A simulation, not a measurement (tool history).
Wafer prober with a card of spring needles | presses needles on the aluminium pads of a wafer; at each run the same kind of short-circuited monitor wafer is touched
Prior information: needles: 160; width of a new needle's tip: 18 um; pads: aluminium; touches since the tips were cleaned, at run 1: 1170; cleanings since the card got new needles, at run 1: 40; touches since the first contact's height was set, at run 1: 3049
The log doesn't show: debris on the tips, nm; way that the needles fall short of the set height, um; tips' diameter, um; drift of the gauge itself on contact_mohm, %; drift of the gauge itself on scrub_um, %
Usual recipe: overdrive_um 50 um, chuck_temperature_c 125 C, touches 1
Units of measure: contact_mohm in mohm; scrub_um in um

run   hour  overdrive_um  chuck_temperature_c  touches  touches since the tips were cleaned  cleanings since the card got new needles  touches since the first contact's height was set  contact_mohm  scrub_um
  1    0.0            50                  125        1                                 1170                                        40                                              3049           315     11.19
      14.2  -- tips cleaned on abrasive film
  2   19.2            50                  125        1                                 2446                                        41                                             12467           335     11.21
      29.9  -- tips cleaned on abrasive film
  3   39.8            50                  125        1                                 4894                                        42                                             22608           354     11.17
      45.4  -- tips cleaned on abrasive film
  4   59.9            50                  125        1                                 7159                                        43                                             32486           370     11.17
      61.6  -- tips cleaned on abrasive film
      77.7  -- tips cleaned on abrasive film
  5   79.9            32                  125        1                                 1065                                        45                                             42217           366      7.06
  6   91.3            32                  125        1                                 6711                                        45                                             47863           485      7.04
      93.2  -- tips cleaned on abrasive film
  7  104.4            33                   26        1                                 5509                                        46                                             54280           449      7.26
     105.9  -- height of the first contact set anew
     109.3  -- tips cleaned on abrasive film
  8  115.8            32                   84        2                                 3211                                        47                                              4833           368      6.89
     124.9  -- tips cleaned on abrasive film
  9  133.9            63                  125        1                                 4461                                        48                                             13747           326     13.82
     141.1  -- tips cleaned on abrasive film
 10  145.8            40                  111        1                                 2286                                        49                                             19550           357      8.62
     155.6  -- height of the first contact set anew, once more
 11  155.8            50                  125        3                                 7074                                        49                                                97           319     11.25
     157.2  -- tips cleaned on abrasive film
 12  171.5            50                  125        3                                 7094                                        50                                              7826           323     11.24

Forecast each of these 4 alternatives for the next run:
     173.3  -- tips cleaned on abrasive film
     189.4  -- tips cleaned on abrasive film
  A  191.0            30                   61        3                                  773                                        52                                             17312             ?         ?
     173.3  -- tips cleaned on abrasive film
     189.4  -- tips cleaned on abrasive film
  B  191.0            42                  125        1                                  773                                        52                                             17312             ?         ?
     173.3  -- tips cleaned on abrasive film
     189.4  -- tips cleaned on abrasive film
  C  191.0            34                   26        3                                  773                                        52                                             17312             ?         ?
     173.3  -- tips cleaned on abrasive film
     189.4  -- tips cleaned on abrasive film
  D  191.0            50                  125        1                                  773                                        52                                             17312             ?         ?

run  contact_mohm  scrub_um
  A           313      6.66
  B           326      9.40
  C           287      7.57
  D           317     11.13
What these runs would have given with no unlogged condition in the tool:
run  contact_mohm  scrub_um
  A           288      6.75
  B           296      9.49
  C           267      7.65
  D           295     11.22
